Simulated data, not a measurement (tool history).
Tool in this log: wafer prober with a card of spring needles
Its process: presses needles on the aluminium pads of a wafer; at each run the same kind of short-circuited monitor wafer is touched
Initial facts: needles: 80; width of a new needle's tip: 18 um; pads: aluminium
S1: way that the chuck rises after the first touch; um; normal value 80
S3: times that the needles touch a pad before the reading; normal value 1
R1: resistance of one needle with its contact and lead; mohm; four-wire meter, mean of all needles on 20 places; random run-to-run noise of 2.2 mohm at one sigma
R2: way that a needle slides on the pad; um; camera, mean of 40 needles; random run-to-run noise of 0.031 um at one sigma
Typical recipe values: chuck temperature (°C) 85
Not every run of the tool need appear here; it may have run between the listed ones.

{"run": 1, "hour": 0.0, "S1": 80, "chuck temperature (°C)": 85, "S3": 1, "R1": 256, "R2": 10.73}
{"run": 2, "hour": 11.9, "S1": 80, "chuck temperature (°C)": 41, "S3": 1, "R1": 289, "R2": 10.74}
{"hour": 16.7, "done": "tips cleaned on abrasive film"}
{"run": 3, "hour": 21.3, "S1": 80, "chuck temperature (°C)": 41, "S3": 1, "R1": 268, "R2": 10.65}
{"run": 4, "hour": 31.9, "S1": 80, "chuck temperature (°C)": 85, "S3": 1, "R1": 296, "R2": 10.68}
{"hour": 34.5, "done": "tips cleaned on abrasive film"}
{"run": 5, "hour": 39.3, "S1": 80, "chuck temperature (°C)": 85, "S3": 1, "R1": 278, "R2": 10.65}
{"run": 6, "hour": 50.4, "S1": 80, "chuck temperature (°C)": 85, "S3": 1, "R1": 298, "R2": 10.71}
{"hour": 52.9, "done": "tips cleaned on abrasive film"}
{"run": 7, "hour": 61.8, "S1": 80, "chuck temperature (°C)": 85, "S3": 1, "R1": 286, "R2": 10.67}
{"hour": 71.1, "done": "tips cleaned on abrasive film"}
{"run": 8, "hour": 73.7, "S1": 80, "chuck temperature (°C)": 85, "S3": 1, "R1": 265, "R2": 10.63}
{"run": 9, "hour": 82.0, "S1": 80, "chuck temperature (°C)": 85, "S3": 1, "R1": 290, "R2": 10.64}
{"hour": 88.7, "done": "tips cleaned on abrasive film"}
{"run": 10, "hour": 97.8, "S1": 80, "chuck temperature (°C)": 85, "S3": 1, "R1": 289, "R2": 10.65}
{"hour": 106.9, "done": "tips cleaned on abrasive film"}
{"run": 11, "hour": 109.0, "S1": 80, "chuck temperature (°C)": 85, "S3": 1, "R1": 263, "R2": 10.64}
{"run": 12, "hour": 116.5, "S1": 80, "chuck temperature (°C)": 85, "S3": 1, "R1": 293, "R2": 10.66}
{"hour": 124.8, "done": "tips cleaned on abrasive film"}
{"run": 13, "hour": 129.9, "S1": 80, "chuck temperature (°C)": 85, "S3": 1, "R1": 272, "R2": 10.67}
{"run": 14, "hour": 141.2, "S1": 75, "chuck temperature (°C)": 46, "S3": 2, "R1": 276, "R2": 9.99}
{"hour": 142.7, "done": "tips cleaned on abrasive film"}
{"run": 15, "hour": 149.6, "S1": 75, "chuck temperature (°C)": 46, "S3": 2, "R1": 263, "R2": 9.95}
{"run": 16, "hour": 159.6, "S1": 92, "chuck temperature (°C)": 64, "S3": 1, "R1": 283, "R2": 12.27}
{"hour": 160.5, "done": "tips cleaned on abrasive film"}
{"run": 17, "hour": 170.9, "S1": 74, "chuck temperature (°C)": 85, "S3": 1, "R1": 304, "R2": 9.8}
{"hour": 179.3, "done": "tips cleaned on abrasive film"}
{"run": 18, "hour": 180.4, "S1": 82, "chuck temperature (°C)": 42, "S3": 1, "R1": 245, "R2": 10.89}
{"run": 19, "hour": 189.2, "S1": 82, "chuck temperature (°C)": 85, "S3": 1, "R1": 294, "R2": 10.92}
{"hour": 197.1, "done": "tips cleaned on abrasive film"}
{"run": 20, "hour": 201.6, "S1": 80, "chuck temperature (°C)": 37, "S3": 1, "R1": 264, "R2": 10.6}

Alternative continuations, all from the tool just after run 20; predict every row:
{"hour": 215.4, "done": "tips cleaned on abrasive film"}
{"run": "A", "hour": 216.3, "S1": 96, "chuck temperature (°C)": 37, "S3": 2, "R1": "?", "R2": "?"}
{"hour": 215.4, "done": "tips cleaned on abrasive film"}
{"run": "B", "hour": 216.3, "S1": 80, "chuck temperature (°C)": 106, "S3": 1, "R1": "?", "R2": "?"}
{"hour": 215.4, "done": "tips cleaned on abrasive film"}
{"run": "C", "hour": 216.3, "S1": 78, "chuck temperature (°C)": 72, "S3": 2, "R1": "?", "R2": "?"}

run=A R1=233 R2=12.69
run=B R1=262 R2=10.61
run=C R1=248 R2=10.28
With no hidden state in the tool, these same runs would have given:
run=A R1=224 R2=12.85
run=B R1=245 R2=10.77
run=C R1=237 R2=10.44

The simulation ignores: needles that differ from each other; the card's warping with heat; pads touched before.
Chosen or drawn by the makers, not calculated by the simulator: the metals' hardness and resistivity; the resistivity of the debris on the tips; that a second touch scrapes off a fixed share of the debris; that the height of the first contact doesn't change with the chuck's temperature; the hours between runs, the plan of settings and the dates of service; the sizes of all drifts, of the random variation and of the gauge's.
